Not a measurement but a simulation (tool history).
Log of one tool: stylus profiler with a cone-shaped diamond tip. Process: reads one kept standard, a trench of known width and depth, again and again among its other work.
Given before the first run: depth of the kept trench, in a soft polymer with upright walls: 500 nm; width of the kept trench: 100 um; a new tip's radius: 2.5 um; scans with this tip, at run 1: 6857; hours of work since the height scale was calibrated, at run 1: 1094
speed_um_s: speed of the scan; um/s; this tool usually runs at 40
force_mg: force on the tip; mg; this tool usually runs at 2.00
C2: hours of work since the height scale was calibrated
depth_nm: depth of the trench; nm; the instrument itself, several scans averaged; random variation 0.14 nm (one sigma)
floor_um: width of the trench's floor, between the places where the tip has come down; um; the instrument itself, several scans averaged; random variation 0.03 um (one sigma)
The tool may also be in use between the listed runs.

{"run": 1, "day": 0.0, "speed_um_s": 40, "force_mg": 2.0, "scans with this tip": 6857, "C2": 1094, "depth_nm": 507.12, "floor_um": 95.6}
{"run": 2, "day": 2.783, "speed_um_s": 40, "force_mg": 2.0, "scans with this tip": 7147, "C2": 1141, "depth_nm": 507.58, "floor_um": 95.51}
{"run": 3, "day": 4.967, "speed_um_s": 40, "force_mg": 2.0, "scans with this tip": 7375, "C2": 1177, "depth_nm": 507.68, "floor_um": 95.46}
{"run": 4, "day": 9.158, "speed_um_s": 40, "force_mg": 2.0, "scans with this tip": 7812, "C2": 1247, "depth_nm": 507.67, "floor_um": 95.45}
{"run": 5, "day": 12.879, "speed_um_s": 40, "force_mg": 0.83, "scans with this tip": 8200, "C2": 1309, "depth_nm": 505.4, "floor_um": 95.32}
{"run": 6, "day": 15.6, "speed_um_s": 40, "force_mg": 0.83, "scans with this tip": 8484, "C2": 1354, "depth_nm": 505.37, "floor_um": 95.3}
{"run": 7, "day": 17.958, "speed_um_s": 40, "force_mg": 0.83, "scans with this tip": 8730, "C2": 1393, "depth_nm": 505.28, "floor_um": 95.19}
{"day": 19.808, "done": "height scale calibrated on a step standard"}
{"run": 8, "day": 20.188, "speed_um_s": 40, "force_mg": 2.0, "scans with this tip": 8961, "C2": 6, "depth_nm": 509.6, "floor_um": 95.25}
{"run": 9, "day": 24.367, "speed_um_s": 47, "force_mg": 2.0, "scans with this tip": 9397, "C2": 76, "depth_nm": 509.65, "floor_um": 95.12}
{"run": 10, "day": 27.388, "speed_um_s": 47, "force_mg": 2.0, "scans with this tip": 9712, "C2": 126, "depth_nm": 509.96, "floor_um": 95.14}
{"day": 28.254, "done": "new tip fitted, height scale calibrated"}
{"run": 11, "day": 30.775, "speed_um_s": 47, "force_mg": 2.0, "scans with this tip": 263, "C2": 42, "depth_nm": 505.75, "floor_um": 96.85}
{"run": 12, "day": 33.767, "speed_um_s": 40, "force_mg": 2.0, "scans with this tip": 575, "C2": 92, "depth_nm": 505.89, "floor_um": 96.78}
{"run": 13, "day": 36.042, "speed_um_s": 84, "force_mg": 2.2, "scans with this tip": 812, "C2": 130, "depth_nm": 506.62, "floor_um": 96.6}
{"run": 14, "day": 38.821, "speed_um_s": 84, "force_mg": 2.2, "scans with this tip": 1102, "C2": 176, "depth_nm": 506.28, "floor_um": 96.5}
{"day": 41.421, "done": "height scale calibrated on a step standard, once more"}
{"run": 15, "day": 42.633, "speed_um_s": 80, "force_mg": 1.32, "scans with this tip": 1498, "C2": 20, "depth_nm": 504.41, "floor_um": 96.43}
{"run": 16, "day": 45.15, "speed_um_s": 33, "force_mg": 4.62, "scans with this tip": 1761, "C2": 62, "depth_nm": 509.76, "floor_um": 96.57}
{"run": 17, "day": 48.325, "speed_um_s": 89, "force_mg": 2.55, "scans with this tip": 2092, "C2": 115, "depth_nm": 506.92, "floor_um": 96.33}
{"run": 18, "day": 50.733, "speed_um_s": 14, "force_mg": 0.8, "scans with this tip": 2343, "C2": 155, "depth_nm": 503.33, "floor_um": 96.45}
{"run": 19, "day": 53.046, "speed_um_s": 73, "force_mg": 5.61, "scans with this tip": 2585, "C2": 194, "depth_nm": 511.4, "floor_um": 96.34}
{"run": 20, "day": 55.204, "speed_um_s": 73, "force_mg": 5.61, "scans with this tip": 2810, "C2": 230, "depth_nm": 511.58, "floor_um": 96.3}
{"run": 21, "day": 59.021, "speed_um_s": 17, "force_mg": 1.85, "scans with this tip": 3208, "C2": 293, "depth_nm": 506.06, "floor_um": 96.35}
{"run": 22, "day": 61.746, "speed_um_s": 15, "force_mg": 1.42, "scans with this tip": 3492, "C2": 339, "depth_nm": 505.04, "floor_um": 96.33}
{"run": 23, "day": 65.238, "speed_um_s": 53, "force_mg": 1.98, "scans with this tip": 3857, "C2": 397, "depth_nm": 506.46, "floor_um": 96.12}

Here are 5 independent what-if runs from the current tool condition. What would each one return?
{"run": "A", "day": 68.862, "speed_um_s": 40, "force_mg": 3.86, "scans with this tip": 4235, "C2": 457, "depth_nm": "?", "floor_um": "?"}
{"run": "B", "day": 68.862, "speed_um_s": 101, "force_mg": 2.0, "scans with this tip": 4235, "C2": 457, "depth_nm": "?", "floor_um": "?"}
{"run": "C", "day": 68.862, "speed_um_s": 103, "force_mg": 1.15, "scans with this tip": 4235, "C2": 457, "depth_nm": "?", "floor_um": "?"}
{"run": "D", "day": 68.862, "speed_um_s": 53, "force_mg": 4.96, "scans with this tip": 4235, "C2": 457, "depth_nm": "?", "floor_um": "?"}
{"run": "E", "day": 68.862, "speed_um_s": 11, "force_mg": 2.57, "scans with this tip": 4235, "C2": 457, "depth_nm": "?", "floor_um": "?"}

run=A depth_nm=509.60 floor_um=96.12
run=B depth_nm=506.37 floor_um=95.84
run=C depth_nm=504.65 floor_um=95.75
run=D depth_nm=511.10 floor_um=96.13
run=E depth_nm=507.65 floor_um=96.18
Stripped of hidden state, with their random variation kept, the same runs would have yielded:
run=A depth_nm=508.68 floor_um=96.92
run=B depth_nm=505.45 floor_um=96.64
run=C depth_nm=503.74 floor_um=96.55
run=D depth_nm=510.18 floor_um=96.93
run=E depth_nm=506.73 floor_um=96.99
